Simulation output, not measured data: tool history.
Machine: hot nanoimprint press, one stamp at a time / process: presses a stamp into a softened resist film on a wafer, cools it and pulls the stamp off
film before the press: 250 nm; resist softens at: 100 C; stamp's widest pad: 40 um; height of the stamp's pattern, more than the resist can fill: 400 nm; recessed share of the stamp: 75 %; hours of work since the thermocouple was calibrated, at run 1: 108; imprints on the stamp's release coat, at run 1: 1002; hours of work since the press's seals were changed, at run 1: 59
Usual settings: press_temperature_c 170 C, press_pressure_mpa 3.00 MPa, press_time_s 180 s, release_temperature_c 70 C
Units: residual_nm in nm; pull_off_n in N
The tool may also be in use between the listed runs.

run   hour  press_temperature_c  press_pressure_mpa  press_time_s  release_temperature_c  hours of work since the thermocouple was calibrated  imprints on the stamp's release coat  hours of work since the press's seals were changed  residual_nm  pull_off_n
  1    0.0                  170                3.00           180                     70                                                  108                                  1002                                                  59        128.1         193
  2    8.2                  170                3.00           180                     70                                                  112                                  1023                                                  63        128.9         195
  3   16.5                  170                3.00           180                     70                                                  116                                  1044                                                  68        128.7         198
  4   23.4                  170                3.00           180                     70                                                  120                                  1062                                                  71        129.4         201
  5   34.2                  170                3.00           180                     70                                                  125                                  1090                                                  77        130.3         197
  6   45.7                  170                1.84           180                     70                                                  131                                  1119                                                  83        155.8         202
  7   57.3                  170                3.00           180                     70                                                  137                                  1149                                                  88        130.3         202
  8   68.4                  170                3.00           180                     70                                                  143                                  1178                                                  94        130.1         199
  9   76.4                  170                2.30           180                     70                                                  147                                  1198                                                  98        144.8         204
 10   83.0                  170                2.30           180                     70                                                  150                                  1215                                                 101        144.7         202
 11   93.2                  170                2.30           180                     70                                                  155                                  1242                                                 107        144.9         196
 12  101.4                  170                3.00           180                     70                                                  159                                  1263                                                 111        130.5         201
 13  109.6                  170                3.00           180                     70                                                  164                                  1284                                                 115        130.8         201
 14  115.7                  170                3.00           333                     70                                                  167                                  1300                                                 118        103.7         194
 15  121.7                  170                3.00           333                     70                                                  170                                  1315                                                 121        105.2         200
 16  131.5                  170                2.92           180                     70                                                  175                                  1340                                                 126        133.3         193
 17  142.5                  171                3.00           245                     70                                                  180                                  1369                                                 132        113.9         200
 18  148.8                  171                3.00           245                     70                                                  183                                  1385                                                 135        112.9         201
 19  153.7                  170                3.00           148                     77                                                  186                                  1397                                                 137        140.8         181
 20  162.4                  161                2.22           180                     60                                                  190                                  1420                                                 142        198.8         236
 21  168.6                  170                3.64           180                     62                                                  193                                  1436                                                 145        122.3         225
     175.5  -- gauge calibrated
 22  180.0                  171                3.00           180                     64                                                  199                                  1465                                                 151        123.7         217
 23  188.2                  171                3.00           180                     64                                                  203                                  1486                                                 155        124.2         218
 24  197.2                  170                3.00           196                     66                                                  208                                  1509                                                 159        125.0         210
 25  204.8                  170                3.00           196                     66                                                  212                                  1529                                                 163        124.5         210
 26  210.0                  170                3.00           134                     67                                                  214                                  1542                                                 166        143.9         204
 27  217.6                  164                3.00           134                     77                                                  218                                  1562                                                 170        179.0         185
 28  226.8                  164                2.41           134                     77                                                  223                                  1586                                                 174        189.5         183
 29  235.5                  164                2.41           134                     77                                                  227                                  1608                                                 179        189.2         179

Hidden state or all else? Some run-to-run changes of residual_nm, split into what the settings, what came in and random variation would give without the hidden state, and what is left for the hidden state (with any gauge scatter that isn't in both results):
The tool's hidden condition here consists of: true temperature over the reading, C; pressure that arrives at the usual setting, %; grip of the stamp's worn release coat, % over a new coat's; drift of the gauge itself on residual_nm, %; drift of the gauge itself on pull_off_n, %.
Run 19 -> 20: press_temperature_c 170 -> 161, press_pressure_mpa 3.00 -> 2.22, press_time_s 148 -> 180, release_temperature_c 77 -> 60. residual_nm +58.0 nm: hidden state +1.8, all else +56.2.
Run 20 -> 21: press_temperature_c 161 -> 170, press_pressure_mpa 2.22 -> 3.64, release_temperature_c 60 -> 62. residual_nm -76.5 nm: hidden state -2.0, all else -74.5.
Run 21 -> 22: press_temperature_c 170 -> 171, press_pressure_mpa 3.64 -> 3.00, release_temperature_c 62 -> 64, gauge calibrated. residual_nm +1.4 nm: hidden state -3.1, all else +4.5.
